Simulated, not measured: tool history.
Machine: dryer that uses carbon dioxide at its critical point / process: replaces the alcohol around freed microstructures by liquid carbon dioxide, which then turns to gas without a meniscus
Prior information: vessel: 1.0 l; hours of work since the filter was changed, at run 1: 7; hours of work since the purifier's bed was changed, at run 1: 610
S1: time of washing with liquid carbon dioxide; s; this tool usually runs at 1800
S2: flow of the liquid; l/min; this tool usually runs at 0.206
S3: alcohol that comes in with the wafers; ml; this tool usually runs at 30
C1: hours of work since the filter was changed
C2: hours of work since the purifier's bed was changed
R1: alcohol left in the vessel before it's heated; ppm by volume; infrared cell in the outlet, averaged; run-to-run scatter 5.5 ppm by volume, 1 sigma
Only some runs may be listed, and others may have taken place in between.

| run | day | S1 | S2 | S3 | C1 | C2 | R1 |
|---|---|---|---|---|---|---|---|
| 1 | 0 | 1800 | 0.206 | 30 | 7 | 610 | 208 |
| 2 | 1.467 | 1800 | 0.206 | 30 | 32 | 635 | 210 |
| 3 | 3.479 | 1800 | 0.206 | 47 | 67 | 669 | 322 |
| 4 | 5.762 | 1800 | 0.335 | 30 | 106 | 709 | 68 |
| 5 | 7.575 | 1800 | 0.206 | 37 | 137 | 740 | 282 |
| 6 | 9.15 | 1800 | 0.206 | 30 | 164 | 767 | 245 |
| 7 | 10.992 | 1800 | 0.206 | 30 | 196 | 798 | 269 |
| 8 | 12.088 | 1800 | 0.206 | 30 | 215 | 817 | 262 |
| 9 | 14.108 | 1800 | 0.206 | 30 | 250 | 852 | 280 |
| 10 | 16.6 | 1800 | 0.206 | 64 | 293 | 895 | 546 |
| 11 | 18.067 | 1800 | 0.206 | 64 | 318 | 920 | 578 |
| 12 | 20.604 | 1800 | 0.206 | 64 | 361 | 964 | 610 |
| 13 | 22.521 | 1680 | 0.146 | 30 | 394 | 997 | 1383 |
|  | 23.646 | inlet filter changed |
| 14 | 24.567 | 2340 | 0.146 | 42 | 16 | 1031 | 417 |
| 15 | 25.625 | 1860 | 0.208 | 65 | 34 | 1049 | 348 |
| 16 | 27.1 | 2520 | 0.208 | 38 | 59 | 1075 | 125 |
|  | 27.55 | purifier's bed changed |
| 17 | 29.038 | 1200 | 0.126 | 96 | 91 | 26 | 11667 |
| 18 | 30.112 | 2460 | 0.206 | 45 | 109 | 44 | 44 |
| 19 | 31.992 | 2460 | 0.206 | 45 | 141 | 76 | 44 |
| 20 | 33.571 | 2460 | 0.206 | 45 | 168 | 103 | 45 |
| 21 | 35.638 | 2460 | 0.206 | 45 | 204 | 139 | 67 |

Some steps in R1, run to run, broken into two amounts with sign: the step expected even without the hidden condition (settings, incoming material, random variation), and the rest, left for the hidden condition together with whatever gauge scatter is not in both the measured and the hidden-condition-free result:
Hidden state present: flow that reaches the vessel past the clogged filter, %; alcohol in the recycled carbon dioxide, ppm; drift of the gauge itself on alcohol_ppm, %.
Run 16 -> 17: S1 2520 -> 1200, S2 0.208 -> 0.126, S3 38 -> 96, purifier's bed changed. R1 +11542 ppm by volume: hidden state +532, all else +11010.
Run 17 -> 18: S1 1200 -> 2460, S2 0.126 -> 0.206, S3 96 -> 45. R1 -11623 ppm by volume: hidden state -612, all else -11011.
